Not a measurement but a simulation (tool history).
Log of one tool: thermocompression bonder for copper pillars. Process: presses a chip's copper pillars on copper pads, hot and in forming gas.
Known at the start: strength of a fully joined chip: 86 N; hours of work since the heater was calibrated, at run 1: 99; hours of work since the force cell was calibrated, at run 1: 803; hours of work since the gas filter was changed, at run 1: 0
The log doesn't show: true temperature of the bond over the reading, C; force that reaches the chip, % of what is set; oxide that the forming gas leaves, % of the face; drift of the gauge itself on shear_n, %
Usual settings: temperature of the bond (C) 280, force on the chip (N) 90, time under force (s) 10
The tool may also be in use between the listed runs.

| run | hour | temperature of the bond (C) | force on the chip (N) | time under force (s) | hours of work since the heater was calibrated | hours of work since the force cell was calibrated | hours of work since the gas filter was changed | force that shears a chip off (N) |
|---|---|---|---|---|---|---|---|---|
| 1 | 0 | 280 | 90 | 10 | 99 | 803 | 0 | 33.1 |
| 2 | 57.8 | 280 | 90 | 10 | 129 | 833 | 30 | 31.7 |
| 3 | 107.9 | 280 | 90 | 10 | 154 | 858 | 55 | 32 |
| 4 | 151.9 | 280 | 90 | 10 | 177 | 881 | 78 | 30.3 |
| 5 | 179.7 | 280 | 90 | 6 | 191 | 895 | 92 | 25.2 |
| 6 | 227.1 | 280 | 90 | 6 | 216 | 919 | 116 | 24.2 |
| 7 | 264.4 | 280 | 90 | 10 | 235 | 938 | 135 | 29.1 |
| 8 | 307.9 | 280 | 90 | 16 | 257 | 961 | 158 | 34.3 |
|  | 334 | forming gas filter changed |
| 9 | 369.9 | 252 | 90 | 10 | 288 | 992 | 18 | 23.4 |
| 10 | 431.8 | 280 | 90 | 10 | 320 | 1024 | 50 | 29.9 |
| 11 | 481.1 | 280 | 90 | 10 | 345 | 1049 | 75 | 30.3 |
| 12 | 523.9 | 280 | 90 | 10 | 367 | 1071 | 97 | 28.9 |
| 13 | 570.6 | 280 | 90 | 10 | 391 | 1095 | 121 | 27.4 |
| 14 | 628.9 | 280 | 90 | 10 | 421 | 1125 | 151 | 28.7 |
|  | 664.2 | forming gas filter changed |
| 15 | 686.9 | 282 | 91 | 7 | 451 | 1154 | 12 | 27 |
|  | 694.8 | force cell calibrated |
| 16 | 726.4 | 282 | 91 | 7 | 470 | 16 | 31 | 28.6 |
| 17 | 763.7 | 293 | 127 | 9 | 489 | 35 | 50 | 42.6 |
| 18 | 792.5 | 297 | 99 | 17 | 504 | 50 | 65 | 46.4 |
| 19 | 837.8 | 297 | 99 | 17 | 527 | 73 | 88 | 44 |
| 20 | 903.2 | 280 | 82 | 23 | 561 | 107 | 122 | 37.1 |
| 21 | 935.9 | 280 | 82 | 23 | 577 | 123 | 138 | 37.4 |
| 22 | 988.4 | 280 | 82 | 23 | 604 | 150 | 165 | 35.7 |
|  | 998.3 | forming gas filter changed |
| 23 | 1043.8 | 280 | 82 | 23 | 632 | 179 | 23 | 40.6 |
| 24 | 1101.9 | 303 | 82 | 11 | 662 | 208 | 53 | 35.9 |
| 25 | 1161.1 | 299 | 93 | 29 | 692 | 239 | 83 | 51.3 |
| 26 | 1193.4 | 285 | 65 | 29 | 709 | 255 | 100 | 36.2 |
| 27 | 1226 | 285 | 65 | 29 | 726 | 272 | 117 | 35.7 |
| 28 | 1257.3 | 285 | 86 | 21 | 742 | 288 | 133 | 37.8 |

5 ways to go on from here, each from the tool as it stands after run 28. What would each give?
| A | 1290.9 | 298 | 105 | 21 | 759 | 305 | 150 | ? |
| B | 1290.9 | 285 | 73 | 21 | 759 | 305 | 150 | ? |
| C | 1290.9 | 281 | 124 | 21 | 759 | 305 | 150 | ? |
| D | 1290.9 | 251 | 81 | 21 | 759 | 305 | 150 | ? |
| E | 1290.9 | 280 | 110 | 14 | 759 | 305 | 150 | ? |

| run | force that shears a chip off (N) |
|---|---|
| A | 45.7 |
| B | 32.5 |
| C | 44.4 |
| D | 25.5 |
| E | 36.1 |
Without the tool's hidden state the same runs would have given:
| run | force that shears a chip off (N) |
|---|---|
| A | 55.6 |
| B | 40.5 |
| C | 54.3 |
| D | 32.6 |
| E | 44.8 |
